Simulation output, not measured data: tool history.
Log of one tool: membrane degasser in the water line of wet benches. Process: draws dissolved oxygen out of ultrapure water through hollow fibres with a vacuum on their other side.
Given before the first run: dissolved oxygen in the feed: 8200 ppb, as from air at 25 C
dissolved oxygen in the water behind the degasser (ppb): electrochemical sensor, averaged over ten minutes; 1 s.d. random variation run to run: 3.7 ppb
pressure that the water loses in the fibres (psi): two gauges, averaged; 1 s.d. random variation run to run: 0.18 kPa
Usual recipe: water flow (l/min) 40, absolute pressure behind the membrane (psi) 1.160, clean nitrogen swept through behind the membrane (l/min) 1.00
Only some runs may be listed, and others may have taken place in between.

run	hour	water flow (l/min)	absolute pressure behind the membrane (psi)	clean nitrogen swept through behind the membrane (l/min)	dissolved oxygen in the water behind the degasser (ppb)	pressure that the water loses in the fibres (psi)
1	0.0	40	1.160	1.00	371.2	4.860
2	182.5	40	1.160	1.00	374.8	4.927
3	465.3	40	1.160	1.00	375.9	4.892
4	788.7	40	1.160	1.00	371.8	4.866
5	1017.1	40	2.460	1.00	995.5	4.870
# hour 1182.6: seals of the vacuum lines changed
6	1192.1	40	2.460	1.00	1009.4	4.907
7	1449.9	40	1.160	1.00	377.9	4.876
8	1655.9	40	1.134	1.00	360.9	4.875
9	1873.4	40	1.513	1.00	549.1	4.792
10	2099.3	40	1.513	1.00	552.9	4.808
11	2305.7	40	1.513	1.00	551.2	4.847
12	2580.6	40	1.513	1.00	552.7	4.859
13	2769.6	40	1.213	1.00	395.0	4.843
14	2930.7	40	1.213	1.00	400.3	4.875
15	3172.6	40	1.213	1.00	400.5	4.828
16	3479.6	40	1.213	1.00	398.6	4.838
17	3689.9	40	0.731	1.01	146.5	4.847

For run 18, what comes out?
18	3982.9	56	2.400	2.03	?	?

dissolved oxygen in the water behind the degasser (ppb): 740.5
pressure that the water loses in the fibres (psi): 6.749
On a tool with no hidden condition, and with the same random variation, this run would have come out at dissolved oxygen in the water behind the degasser (ppb) 740.3, pressure that the water loses in the fibres (psi) 6.824.

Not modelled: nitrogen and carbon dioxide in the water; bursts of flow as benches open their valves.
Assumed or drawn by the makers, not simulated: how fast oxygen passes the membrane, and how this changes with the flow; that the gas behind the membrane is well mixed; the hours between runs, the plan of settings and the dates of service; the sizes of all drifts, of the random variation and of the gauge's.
